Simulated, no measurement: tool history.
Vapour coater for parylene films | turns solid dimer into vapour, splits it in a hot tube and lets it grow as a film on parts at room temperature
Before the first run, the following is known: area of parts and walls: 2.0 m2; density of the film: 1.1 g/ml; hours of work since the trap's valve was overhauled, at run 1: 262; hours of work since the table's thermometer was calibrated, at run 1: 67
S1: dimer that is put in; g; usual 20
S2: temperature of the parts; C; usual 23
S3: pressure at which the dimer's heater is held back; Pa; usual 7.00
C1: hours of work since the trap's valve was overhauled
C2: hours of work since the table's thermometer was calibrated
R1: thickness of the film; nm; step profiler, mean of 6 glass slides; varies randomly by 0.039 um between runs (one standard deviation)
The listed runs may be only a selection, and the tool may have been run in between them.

run   hour  S1  S2     S3   C1   C2    R1
  1    0.0  20  23   7.00  262   67  3880
  2   16.5  20  23   7.00  269   74  3800
  3   42.2  20  23   2.26  279   85  4730
  4   61.0  20  23   7.00  287   92  3860
  5   79.7  12  23   7.00  295  100  2280
  6  108.8  20  23   5.96  307  112  3820
  7  132.6  20  23   5.96  317  122  3920
  8  153.0  20  23   5.96  325  130  3870
  9  190.4  20  23   5.96  341  146  3870
 10  215.4  20  23   5.96  351  156  3790
 11  244.2  20  23   5.96  363  168  3830
     251.5  -- trap's valve overhauled
 12  283.4  20  23   5.96   13  183  3530
 13  301.8  20  23   2.51   21  190  4110
     335.7  -- trap's valve overhauled, once more
 14  335.7  29  26   9.88    0  203  5190
 15  362.6  13  27   7.00   11  214  2420
 16  400.7  20  23   5.04   27  229  4470
 17  431.1  20  23   5.04   39  242  4330
 18  448.4  17  23   2.08   47  249  4320
 19  480.2  20  25   7.00   60  262  3820
 20  517.4  27  35  11.20   75  278  3770
 21  541.3  27  35  11.20   85  287  3750
 22  563.2  20  22   5.53   94  297  4310
 23  584.5  13  17   2.19  103  305  3740
 24  617.5  10  23   5.22  116  319  2090

For run 25, what comes out?
 25  648.5  11  17  4.55  129  332   ?

Logged for run 25: R1 2750 nm.
On a tool with no hidden condition, and with the same random variation, this run would have come out at R1 2890 nm.

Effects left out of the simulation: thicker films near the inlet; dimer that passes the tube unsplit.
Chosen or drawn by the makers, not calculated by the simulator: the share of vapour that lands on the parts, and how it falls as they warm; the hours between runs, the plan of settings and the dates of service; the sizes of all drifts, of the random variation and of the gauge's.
